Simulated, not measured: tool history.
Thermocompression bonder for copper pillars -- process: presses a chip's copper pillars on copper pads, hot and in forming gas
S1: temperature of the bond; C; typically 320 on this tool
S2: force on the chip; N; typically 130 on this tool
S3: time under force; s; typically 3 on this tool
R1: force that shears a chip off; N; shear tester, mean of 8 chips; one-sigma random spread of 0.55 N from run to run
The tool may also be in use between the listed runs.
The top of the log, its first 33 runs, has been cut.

| run | hour | S1 | S2 | S3 | R1 |
|---|---|---|---|---|---|
| 34 | 389.9 | 336 | 112 | 2 | 57.6 |
| 35 | 399.7 | 336 | 93 | 2 | 50 |
| 36 | 411.9 | 331 | 93 | 6 | 69.9 |
| 37 | 428 | 326 | 115 | 6 | 78.2 |
| 38 | 440.9 | 322 | 192 | 6 | 100.6 |
| 39 | 451 | 316 | 192 | 4 | 87 |
| 40 | 461.1 | 336 | 110 | 9 | 89.4 |
| 41 | 468 | 306 | 130 | 3 | 55.7 |

Branching from run 41: 3 alternative next runs. What would each branch give?
| A | 475.6 | 318 | 130 | 2 | ? |
| B | 475.6 | 306 | 130 | 5 | ? |
| C | 475.6 | 331 | 130 | 3 | ? |

| run | R1 |
|---|---|
| A | 54.8 |
| B | 66.4 |
| C | 70.4 |
Take away the tool's hidden state, keep each run's random variation, and the runs would have read:
| run | R1 |
|---|---|
| A | 53.8 |
| B | 65.3 |
| C | 69.5 |

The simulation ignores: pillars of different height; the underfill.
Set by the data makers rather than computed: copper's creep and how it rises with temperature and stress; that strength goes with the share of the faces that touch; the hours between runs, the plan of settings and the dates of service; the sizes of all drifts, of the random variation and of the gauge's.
